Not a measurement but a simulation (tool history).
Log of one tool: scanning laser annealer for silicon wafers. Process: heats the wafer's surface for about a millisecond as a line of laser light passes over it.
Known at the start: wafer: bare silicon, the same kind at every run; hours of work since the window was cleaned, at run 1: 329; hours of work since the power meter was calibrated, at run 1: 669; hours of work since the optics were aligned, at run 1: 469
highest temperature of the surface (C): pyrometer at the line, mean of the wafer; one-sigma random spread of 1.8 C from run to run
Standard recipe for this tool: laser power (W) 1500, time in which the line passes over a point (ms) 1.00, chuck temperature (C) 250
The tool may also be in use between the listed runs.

run,day,laser power (W),time in which the line passes over a point (ms),chuck temperature (C),hours of work since the window was cleaned,hours of work since the power meter was calibrated,hours of work since the optics were aligned,highest temperature of the surface (C)
1,0.000,1500,1.00,250,329,669,469,937
2,1.450,1500,1.00,250,345,686,485,934
3,3.254,1500,1.00,250,366,706,506,934
4,4.850,1500,1.00,250,384,724,524,937
5,5.725,1500,1.00,250,394,734,533,936
6,7.238,1500,1.00,250,411,751,550,934
7,8.679,1500,1.00,250,427,767,567,934
8,10.583,1500,1.00,250,448,789,588,930
9,12.112,1500,1.00,250,466,806,605,928
10,13.658,1500,1.00,250,483,823,623,929
11,14.942,1500,1.00,250,497,838,637,931
12,16.554,1500,1.00,250,516,856,655,929
13,18.288,1500,0.90,250,535,875,675,893
14,19.221,1500,0.75,250,546,886,686,834
15,21.146,1500,1.01,250,567,908,707,928
16,22.883,1500,1.05,250,587,927,727,944
17,24.621,1500,1.00,250,606,947,746,926
18,25.500,1500,1.00,250,616,957,756,925
19,27.183,1500,1.00,250,635,976,775,923
20,28.125,1500,1.00,250,646,986,786,926
21,29.908,1474,0.91,241,666,1006,806,866
# day 30.158: laser's power meter calibrated
22,31.421,1409,1.11,230,682,14,822,893
23,33.258,1507,1.00,274,702,35,842,949
24,34.667,1507,1.00,274,718,51,858,948
25,35.642,1338,1.12,232,729,62,869,855
26,36.800,1386,0.88,271,742,75,882,850
27,37.592,1564,1.02,279,751,84,891,987
# day 38.296: laser's power meter calibrated, once more
28,38.962,1293,0.80,263,765,8,905,768
29,40.146,1293,0.80,263,779,21,918,769
30,41.975,1501,0.74,283,799,41,939,855
31,43.150,1501,0.74,283,812,55,952,854
32,44.779,1501,0.74,283,831,73,971,854
33,45.750,1501,0.74,283,842,84,982,852
34,46.733,1501,0.74,283,853,95,993,854
# day 48.721: window over the wafer cleaned
35,48.721,1403,0.98,251,0,117,1014,886
36,50.000,1567,0.88,235,14,131,1029,913
37,51.579,1468,0.95,263,32,149,1046,917
38,52.396,1500,0.78,289,41,158,1056,896
39,53.829,1627,1.22,217,58,174,1072,1046
40,54.667,1627,1.22,217,67,184,1081,1048

4 ways to go on from here, each from the tool as it stands after run 40. What would each give?
A,56.242,1413,0.74,255,85,201,1099,?
B,56.242,1590,0.80,217,85,201,1099,?
C,56.242,1627,1.22,211,85,201,1099,?
D,56.242,1627,0.85,217,85,201,1099,?

run,highest temperature of the surface (C)
A,804
B,869
C,1039
D,907
With no hidden state in the tool, these same runs would have given:
run,highest temperature of the surface (C)
A,819
B,886
C,1061
D,925

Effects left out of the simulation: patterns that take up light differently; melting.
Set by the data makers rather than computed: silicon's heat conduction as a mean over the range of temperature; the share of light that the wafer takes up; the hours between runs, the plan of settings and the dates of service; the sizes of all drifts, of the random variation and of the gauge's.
